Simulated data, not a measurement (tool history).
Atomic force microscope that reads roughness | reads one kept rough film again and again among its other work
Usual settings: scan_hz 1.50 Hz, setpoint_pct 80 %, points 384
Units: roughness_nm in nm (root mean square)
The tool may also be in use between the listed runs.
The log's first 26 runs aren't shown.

| run | hour | scan_hz | setpoint_pct | points | pictures with this tip | hours of work since the height scale was calibrated | roughness_nm |
|---|---|---|---|---|---|---|---|
| 27 | 232.2 | 1.50 | 61 | 384 | 117 | 292 | 3.310 |
| 28 | 238.8 | 1.50 | 61 | 478 | 133 | 297 | 3.288 |
| 29 | 249.2 | 1.50 | 80 | 417 | 158 | 305 | 2.850 |
| 30 | 260.6 | 1.18 | 90 | 417 | 186 | 313 | 2.664 |
| 31 | 268.7 | 1.22 | 80 | 417 | 205 | 318 | 2.786 |
| 32 | 278.9 | 1.89 | 87 | 781 | 230 | 326 | 2.388 |
| 33 | 284.1 | 3.34 | 62 | 334 | 242 | 329 | 2.639 |
|  | 289.5 | new tip fitted |
| 34 | 294.0 | 1.50 | 75 | 384 | 11 | 336 | 3.607 |
| 35 | 304.0 | 0.70 | 76 | 464 | 35 | 343 | 3.726 |
| 36 | 311.8 | 0.70 | 76 | 464 | 54 | 349 | 3.621 |
| 37 | 322.2 | 0.86 | 81 | 384 | 79 | 356 | 3.342 |
| 38 | 328.4 | 2.33 | 81 | 983 | 94 | 361 | 2.852 |
| 39 | 340.1 | 1.50 | 80 | 910 | 122 | 369 | 3.023 |
| 40 | 352.1 | 1.50 | 80 | 910 | 151 | 378 | 2.890 |
| 41 | 361.2 | 1.49 | 79 | 384 | 173 | 384 | 2.820 |
| 42 | 369.7 | 1.28 | 80 | 898 | 193 | 390 | 2.818 |
| 43 | 375.4 | 1.78 | 80 | 632 | 207 | 394 | 2.622 |
| 44 | 381.7 | 1.78 | 85 | 864 | 222 | 399 | 2.466 |
| 45 | 391.4 | 1.50 | 56 | 330 | 246 | 406 | 2.865 |
|  | 395.3 | new tip fitted |
| 46 | 399.5 | 1.50 | 72 | 650 | 10 | 411 | 3.721 |
| 47 | 408.0 | 0.59 | 66 | 642 | 31 | 417 | 3.877 |
| 48 | 419.4 | 3.11 | 80 | 370 | 58 | 426 | 2.840 |
| 49 | 427.7 | 1.14 | 71 | 384 | 78 | 432 | 3.417 |
| 50 | 439.6 | 1.14 | 71 | 384 | 107 | 440 | 3.307 |

Run 51 comes next. What will it give?
| 51 | 445.5 | 1.36 | 80 | 485 | 121 | 444 | ? |

roughness_nm: 3.070 nm (root mean square)
Without the tool's hidden state the same run would have given roughness_nm 3.664 nm (root mean square).

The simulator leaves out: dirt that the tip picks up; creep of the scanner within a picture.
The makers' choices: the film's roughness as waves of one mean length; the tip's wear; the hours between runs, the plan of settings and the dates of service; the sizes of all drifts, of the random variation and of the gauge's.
